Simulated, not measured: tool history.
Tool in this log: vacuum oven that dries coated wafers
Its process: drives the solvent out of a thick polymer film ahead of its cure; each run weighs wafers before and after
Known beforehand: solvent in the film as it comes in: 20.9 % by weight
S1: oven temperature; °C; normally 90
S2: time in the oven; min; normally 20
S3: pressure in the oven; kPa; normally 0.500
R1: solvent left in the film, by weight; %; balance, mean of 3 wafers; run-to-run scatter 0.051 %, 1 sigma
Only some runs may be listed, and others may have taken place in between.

| run | hour | S1 | S2 | S3 | R1 |
|---|---|---|---|---|---|
| 1 | 0.0 | 90 | 20 | 0.500 | 1.39 |
| 2 | 33.8 | 90 | 35 | 0.500 | 0.54 |
| 3 | 69.7 | 90 | 12 | 0.500 | 3.14 |
| 4 | 101.1 | 94 | 20 | 0.500 | 0.77 |
| 5 | 139.0 | 94 | 20 | 0.500 | 0.78 |
| 6 | 189.2 | 90 | 20 | 0.500 | 1.30 |
| 7 | 244.7 | 94 | 20 | 0.500 | 0.82 |
| 8 | 269.7 | 94 | 20 | 0.500 | 0.80 |
| 9 | 306.8 | 90 | 14 | 0.500 | 2.60 |
| 10 | 341.6 | 90 | 19 | 0.500 | 1.53 |
| 11 | 390.9 | 90 | 19 | 0.500 | 1.49 |
| 12 | 428.0 | 90 | 19 | 0.500 | 1.54 |
| 13 | 454.0 | 90 | 12 | 0.500 | 3.40 |
| 14 | 501.4 | 82 | 20 | 0.500 | 3.75 |
| 15 | 524.4 | 82 | 20 | 0.500 | 3.78 |
| 16 | 564.8 | 82 | 20 | 0.500 | 3.76 |
| 17 | 594.5 | 82 | 20 | 0.500 | 3.84 |
| 18 | 631.9 | 82 | 20 | 0.500 | 3.84 |
| 19 | 670.9 | 90 | 13 | 0.500 | 3.10 |
| 20 | 709.2 | 90 | 20 | 0.500 | 1.56 |
| 21 | 757.3 | 90 | 20 | 0.500 | 1.42 |
| 22 | 786.4 | 90 | 20 | 0.500 | 1.46 |
| 23 | 810.9 | 90 | 20 | 0.500 | 1.49 |
| 24 | 857.0 | 104 | 35 | 1.910 | 1.03 |
| 25 | 893.4 | 79 | 20 | 0.500 | 5.28 |
| 26 | 926.5 | 81 | 20 | 0.277 | 4.22 |
| 27 | 962.3 | 81 | 14 | 0.277 | 6.40 |
| 28 | 1003.1 | 81 | 14 | 0.277 | 6.34 |
| 29 | 1047.5 | 85 | 12 | 0.367 | 5.59 |
|  | 1084.6 | vacuum gauge cleaned of residue and calibrated |
| 30 | 1103.9 | 90 | 34 | 0.277 | 0.39 |
| 31 | 1144.5 | 90 | 34 | 1.018 | 0.85 |
| 32 | 1179.1 | 90 | 34 | 1.018 | 1.01 |
| 33 | 1220.3 | 81 | 19 | 0.553 | 4.64 |
| 34 | 1275.6 | 81 | 19 | 0.553 | 4.74 |
| 35 | 1304.9 | 80 | 22 | 1.822 | 5.50 |
| 36 | 1347.7 | 90 | 18 | 0.500 | 1.77 |
| 37 | 1394.9 | 90 | 18 | 0.570 | 1.87 |
| 38 | 1429.3 | 94 | 20 | 0.337 | 0.75 |
| 39 | 1484.4 | 90 | 16 | 0.500 | 2.40 |
| 40 | 1525.9 | 90 | 16 | 0.500 | 2.31 |
| 41 | 1562.5 | 90 | 16 | 0.500 | 2.38 |
| 42 | 1615.9 | 82 | 20 | 0.500 | 4.16 |
| 43 | 1656.4 | 97 | 12 | 0.500 | 1.79 |
| 44 | 1706.2 | 76 | 15 | 0.764 | 8.72 |
| 45 | 1758.6 | 96 | 20 | 0.274 | 0.50 |
| 46 | 1782.2 | 96 | 20 | 0.274 | 0.56 |

Each row is a separate what-if for the run after 46, all from the same tool condition, not one after another. Results?
| A | 1810.3 | 96 | 25 | 1.464 | ? |
| B | 1810.3 | 84 | 20 | 0.557 | ? |
| C | 1810.3 | 89 | 18 | 0.971 | ? |

| run | R1 |
|---|---|
| A | 0.95 |
| B | 3.61 |
| C | 2.63 |
Without the tool's unlogged condition, the same runs would have read:
| run | R1 |
|---|---|
| A | 0.72 |
| B | 2.49 |
| C | 1.76 |
